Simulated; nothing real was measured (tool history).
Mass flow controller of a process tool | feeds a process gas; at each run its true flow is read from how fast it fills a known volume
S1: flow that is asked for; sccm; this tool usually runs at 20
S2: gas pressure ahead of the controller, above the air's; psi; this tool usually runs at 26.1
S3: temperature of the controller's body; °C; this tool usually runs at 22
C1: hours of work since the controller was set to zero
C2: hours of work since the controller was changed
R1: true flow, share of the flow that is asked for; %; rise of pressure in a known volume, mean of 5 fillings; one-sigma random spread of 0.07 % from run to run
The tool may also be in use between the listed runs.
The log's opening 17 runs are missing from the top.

run 18 day=133.475 | S1=20 S2=26.1 S3=21 | C1=3716 C2=3716 | R1=96.13
run 19 day=138.988 | S1=20 S2=26.1 S3=21 | C1=3778 C2=3778 | R1=96.18
run 20 day=145.917 | S1=20 S2=26.1 S3=22 | C1=3855 C2=3855 | R1=96.14
run 21 day=150.812 | S1=20 S2=34.1 S3=21 | C1=3910 C2=3910 | R1=95.86
run 22 day=158.117 | S1=20 S2=34.1 S3=24 | C1=3992 C2=3992 | R1=95.81
run 23 day=163.121 | S1=15 S2=28.4 S3=39 | C1=4048 C2=4048 | R1=96.36
run 24 day=173.938 | S1=21 S2=35.1 S3=33 | C1=4169 C2=4169 | R1=96.43
run 25 day=182.650 | S1=7 S2=29.2 S3=28 | C1=4266 C2=4266 | R1=93.83
run 26 day=194.192 | S1=33 S2=26.1 S3=38 | C1=4395 C2=4395 | R1=98.04
run 27 day=204.008 | S1=9 S2=28.4 S3=22 | C1=4505 C2=4505 | R1=93.88
run 28 day=209.117 | S1=6 S2=33.8 S3=32 | C1=4562 C2=4562 | R1=93.22
run 29 day=216.183 | S1=5 S2=21.5 S3=27 | C1=4641 C2=4641 | R1=92.46
run 30 day=222.058 | S1=11 S2=29.7 S3=22 | C1=4707 C2=4707 | R1=94.30
run 31 day=227.833 | S1=11 S2=29.7 S3=22 | C1=4771 C2=4771 | R1=94.21
run 32 day=239.142 | S1=18 S2=29.7 S3=21 | C1=4898 C2=4898 | R1=95.19
run 33 day=246.033 | S1=18 S2=29.7 S3=21 | C1=4975 C2=4975 | R1=95.24
run 34 day=256.450 | S1=21 S2=34.2 S3=29 | C1=5091 C2=5091 | R1=95.91
run 35 day=262.554 | S1=7 S2=20.5 S3=21 | C1=5159 C2=5159 | R1=92.97
run 36 day=274.471 | S1=46 S2=34.1 S3=38 | C1=5293 C2=5293 | R1=98.48
run 37 day=286.462 | S1=30 S2=34.1 S3=22 | C1=5427 C2=5427 | R1=96.15
run 38 day=296.508 | S1=12 S2=34.1 S3=22 | C1=5539 C2=5539 | R1=93.97
run 39 day=306.158 | S1=12 S2=34.1 S3=22 | C1=5647 C2=5647 | R1=93.80

4 ways to go on from here, each from the tool as it stands after run 39. What would each give?
run A day=316.600 | S1=7 S2=29.9 S3=34 | C1=5764 C2=5764 | R1=?
run B day=316.600 | S1=20 S2=39.7 S3=37 | C1=5764 C2=5764 | R1=?
run C day=316.600 | S1=21 S2=26.1 S3=31 | C1=5764 C2=5764 | R1=?
run D day=316.600 | S1=24 S2=26.1 S3=35 | C1=5764 C2=5764 | R1=?

run=A R1=93.03
run=B R1=95.70
run=C R1=95.85
run=D R1=96.56
Stripped of hidden state, with their random variation kept, the same runs would have yielded:
run=A R1=97.73
run=B R1=98.35
run=C R1=98.46
run=D R1=99.03
